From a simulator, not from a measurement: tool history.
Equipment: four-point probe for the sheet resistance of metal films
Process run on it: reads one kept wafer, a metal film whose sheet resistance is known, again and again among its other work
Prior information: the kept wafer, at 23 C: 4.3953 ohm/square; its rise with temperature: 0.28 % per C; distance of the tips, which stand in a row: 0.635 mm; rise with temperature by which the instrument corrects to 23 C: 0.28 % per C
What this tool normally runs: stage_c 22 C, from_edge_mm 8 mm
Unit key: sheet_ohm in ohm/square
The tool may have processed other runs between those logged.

run	hour	stage_c	from_edge_mm	sheet_ohm
1	0	22	8	4.402207
2	103	22	8	4.400881
3	177.9	22	57	4.387354
4	241.8	22	14	4.391479
5	335	22	14	4.388677
6	379.9	22	36	4.387084
7	423.5	22	6	4.412086
8	508.6	22	6	4.411049
9	555.9	22	6	4.409804
10	638.5	34	6	4.408988
11	720.6	34	6	4.405444
12	820.2	34	6	4.405949
13	907.1	24	6	4.408771
# hour 942.6: stage's thermometer calibrated
14	988.8	22	8	4.401594
15	1052.1	20	3	4.491314
16	1127.3	24	3	4.488741
17	1214.5	28	14	4.388071
# hour 1280.4: stage's thermometer calibrated, once more
18	1305.4	33	14	4.371282
19	1371.6	33	10	4.376524
20	1461.3	19	68	4.368916
21	1516.8	24	11	4.375128
22	1560.4	24	3	4.469707
23	1650.4	24	3	4.4697
24	1725.1	30	61	4.366716
25	1788.4	19	43	4.368937
26	1855.2	19	43	4.367168
27	1942.3	23	28	4.369082

Below are 5 alternative next runs, each starting from the tool's condition after run 27. Predict each:
A	2038.6	32	28	?
B	2038.6	20	5	?
C	2038.6	22	22	?
D	2038.6	22	28	?
E	2038.6	19	8	?

run	sheet_ohm
A	4.364658
B	4.405424
C	4.36753
D	4.368232
E	4.380473
Without the tool's unlogged condition, the same runs would have read:
run	sheet_ohm
A	4.394335
B	4.435302
C	4.39718
D	4.397888
E	4.41019
